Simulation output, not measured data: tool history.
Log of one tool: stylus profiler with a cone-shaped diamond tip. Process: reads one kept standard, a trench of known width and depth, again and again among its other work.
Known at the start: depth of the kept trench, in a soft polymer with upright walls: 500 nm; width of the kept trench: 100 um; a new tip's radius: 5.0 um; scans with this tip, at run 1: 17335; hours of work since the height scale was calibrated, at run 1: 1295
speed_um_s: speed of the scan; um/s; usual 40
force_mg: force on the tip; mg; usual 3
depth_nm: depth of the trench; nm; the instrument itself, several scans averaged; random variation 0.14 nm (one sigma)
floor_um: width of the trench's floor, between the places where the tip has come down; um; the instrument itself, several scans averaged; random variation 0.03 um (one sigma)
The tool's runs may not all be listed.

run	hour	speed_um_s	force_mg	scans with this tip	hours of work since the height scale was calibrated	depth_nm	floor_um
1	0	40	3	17335	1295	506.22	94.54
2	36.8	40	3	17720	1323	506.22	94.53
3	81.1	40	2.69	18184	1358	505.9	94.52
4	110.4	40	2.69	18491	1381	506.11	94.43
# hour 113.7: height scale calibrated on a step standard
5	143.7	23	2.69	18834	23	507	94.44
6	168.2	23	2.69	19090	43	507.15	94.49
7	196.3	22	7.95	19385	65	511.31	94.43
8	225.2	99	6.24	19687	87	510.35	94.3
9	250.1	67	3.03	19947	107	507.5	94.32
10	293.3	17	4.14	20400	140	508.7	94.44

Forecast each of these 3 alternatives for the next run:
A	328.7	40	5.05	20770	168	?	?
B	328.7	13	4.64	20770	168	?	?
C	328.7	26	1.29	20770	168	?	?

run	depth_nm	floor_um
A	509.24	94.37
B	509.11	94.36
C	505.91	94.38
Without the tool's hidden state the same runs would have given:
run	depth_nm	floor_um
A	505.84	95.59
B	505.71	95.58
C	502.53	95.59
